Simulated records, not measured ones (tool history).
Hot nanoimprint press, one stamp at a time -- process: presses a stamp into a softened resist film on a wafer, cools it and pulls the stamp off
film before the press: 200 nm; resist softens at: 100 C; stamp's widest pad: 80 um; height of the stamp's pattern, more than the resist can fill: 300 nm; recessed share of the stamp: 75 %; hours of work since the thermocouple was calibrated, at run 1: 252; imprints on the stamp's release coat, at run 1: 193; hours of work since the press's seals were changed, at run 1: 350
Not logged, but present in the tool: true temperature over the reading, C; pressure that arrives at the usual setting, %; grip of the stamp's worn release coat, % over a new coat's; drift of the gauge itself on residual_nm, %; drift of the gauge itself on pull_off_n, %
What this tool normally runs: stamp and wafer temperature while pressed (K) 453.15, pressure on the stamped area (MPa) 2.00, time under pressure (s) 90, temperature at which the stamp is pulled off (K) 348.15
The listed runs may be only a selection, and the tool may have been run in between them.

run   hour  stamp and wafer temperature while pressed (K)  pressure on the stamped area (MPa)  time under pressure (s)  temperature at which the stamp is pulled off (K)  hours of work since the thermocouple was calibrated  imprints on the stamp's release coat  hours of work since the press's seals were changed  resist left under the stamp's widest pad (Å)  greatest force while the stamp is pulled off (N)
  1    0.0                                         453.15                                2.00                       90                                            348.15                                                  252                                   193                                                 350                                           866                                               129
  2   10.8                                         443.15                                2.00                       90                                            348.15                                                  260                                   247                                                 358                                          1326                                               128
  3   20.4                                         443.15                                2.00                       90                                            348.15                                                  268                                   295                                                 366                                          1325                                               129
  4   34.9                                         453.15                                1.54                       90                                            348.15                                                  279                                   368                                                 378                                           992                                               129
  5   41.6                                         453.15                                2.00                       90                                            348.15                                                  285                                   401                                                 383                                           869                                               128
  6   53.0                                         453.15                                2.00                       90                                            348.15                                                  294                                   459                                                 392                                           862                                               128
  7   60.2                                         453.15                                2.00                       90                                            348.15                                                  299                                   495                                                 398                                           866                                               128
  8   75.2                                         453.15                                2.00                       90                                            348.15                                                  311                                   570                                                 410                                           872                                               128
  9   85.9                                         453.15                                2.00                      138                                            348.15                                                  320                                   624                                                 418                                           739                                               127
 10   98.3                                         453.15                                2.00                       48                                            348.15                                                  330                                   686                                                 428                                          1072                                               129
 11  107.6                                         448.15                                2.00                       48                                            348.15                                                  337                                   733                                                 435                                          1297                                               127
 12  119.8                                         448.15                                2.00                       48                                            348.15                                                  347                                   794                                                 445                                          1298                                               127
 13  129.6                                         445.15                                2.00                       90                                            348.15                                                  355                                   843                                                 453                                          1227                                               128
 14  137.3                                         445.15                                2.00                       90                                            348.15                                                  361                                   882                                                 459                                          1227                                               127
 15  149.3                                         445.15                                2.00                      109                                            348.15                                                  370                                   942                                                 468                                          1157                                               130
 16  163.5                                         445.15                                2.44                      109                                            348.15                                                  382                                  1014                                                 480                                          1061                                               128
 17  177.4                                         445.15                                2.44                      109                                            348.15                                                  393                                  1084                                                 491                                          1057                                               127
 18  191.3                                         445.15                                2.44                      109                                            348.15                                                  404                                  1153                                                 502                                          1055                                               130
 19  204.8                                         453.15                                2.00                       45                                            348.15                                                  414                                  1221                                                 513                                          1094                                               132
 20  212.1                                         460.15                                2.00                       90                                            351.15                                                  420                                  1258                                                 518                                           633                                               124
 21  224.0                                         443.15                                2.86                       76                                            353.15                                                  430                                  1318                                                 528                                          1206                                               123
 22  230.8                                         453.15                                2.00                       90                                            343.15                                                  435                                  1352                                                 533                                           863                                               136
 23  243.6                                         446.15                                2.00                       88                                            348.15                                                  445                                  1416                                                 543                                          1185                                               130
 24  255.3                                         457.15                                2.00                      132                                            348.15                                                  454                                  1475                                                 553                                           625                                               129
     268.2  -- stamp cleaned and given a new release coat
 25  269.2                                         453.15                                2.40                       77                                            348.15                                                  461                                     5                                                 559                                           829                                               128

Predict each of these 5 candidate next runs independently; none follows another, all start after run 25:
  A  282.8                                         442.15                                2.00                       90                                            353.15                                                  471                                    73                                                 570                                             ?                                                 ?
  B  282.8                                         459.15                                2.00                      153                                            348.15                                                  471                                    73                                                 570                                             ?                                                 ?
  C  282.8                                         443.15                                2.00                       90                                            354.15                                                  471                                    73                                                 570                                             ?                                                 ?
  D  282.8                                         459.15                                1.81                       90                                            355.15                                                  471                                    73                                                 570                                             ?                                                 ?
  E  282.8                                         447.15                                2.40                       77                                            352.15                                                  471                                    73                                                 570                                             ?                                                 ?

run  resist left under the stamp's widest pad (Å)  greatest force while the stamp is pulled off (N)
  A                                          1379                                               124
  B                                           540                                               127
  C                                          1324                                               120
  D                                           700                                               121
  E                                          1088                                               122
Had the tool no hidden state, the same runs would have come out as:
run  resist left under the stamp's widest pad (Å)  greatest force while the stamp is pulled off (N)
  A                                          1381                                               124
  B                                           541                                               127
  C                                          1326                                               120
  D                                           702                                               121
  E                                          1090                                               122
